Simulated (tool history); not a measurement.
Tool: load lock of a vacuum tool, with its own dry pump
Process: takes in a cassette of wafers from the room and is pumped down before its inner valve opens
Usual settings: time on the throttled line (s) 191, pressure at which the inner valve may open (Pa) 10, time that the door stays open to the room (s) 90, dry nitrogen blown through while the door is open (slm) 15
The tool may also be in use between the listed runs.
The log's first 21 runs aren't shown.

run	day	time on the throttled line (s)	pressure at which the inner valve may open (Pa)	time that the door stays open to the room (s)	dry nitrogen blown through while the door is open (slm)	incoming humidity of the room's air, %	time from the closed door until the inner valve may open (s)	rise of the pressure with all valves shut (Pa/min)
22	103.708	306	10	44	15	45.3	364.3	0.031
23	106.517	306	10	44	15	42.9	363.0	0.025
24	113.179	191	17	90	15	42.6	259.7	0.041
25	119.646	191	16	113	15	43.3	258.6	0.036
26	123.267	191	16	113	15	44.2	263.0	0.035
27	127.133	191	16	113	15	44.6	262.9	0.034
28	131.338	191	10	51	24	45.5	265.7	0.026
29	135.246	191	10	52	27	40.8	264.9	0.022
30	139.712	222	12	195	6	47.4	292.6	0.059
31	144.567	254	8	90	15	45.7	326.6	0.038
32	150.425	191	7	59	15	47.0	270.9	0.026
33	156.717	191	7	59	15	47.1	270.4	0.030
34	162.317	191	19	90	11	49.7	257.8	0.047
35	165.112	191	19	90	11	44.7	256.1	0.038
36	168.546	191	8	90	13	42.9	267.3	0.035
37	171.550	191	10	90	15	47.2	265.0	0.035
38	178.108	126	20	53	15	41.6	201.5	0.024

3 ways to go on from here, each from the tool as it stands after run 38. What would each give?
A	181.546	132	18	90	36	47.3	?	?
B	181.546	199	15	47	15	43.5	?	?
C	181.546	191	11	29	17	43.7	?	?

run	time from the closed door until the inner valve may open (s)	rise of the pressure with all valves shut (Pa/min)
A	209.4	0.021
B	267.0	0.025
C	267.6	0.011
Without the tool's hidden state the same runs would have given:
run	time from the closed door until the inner valve may open (s)	rise of the pressure with all valves shut (Pa/min)
A	209.4	0.020
B	267.0	0.024
C	267.6	0.011
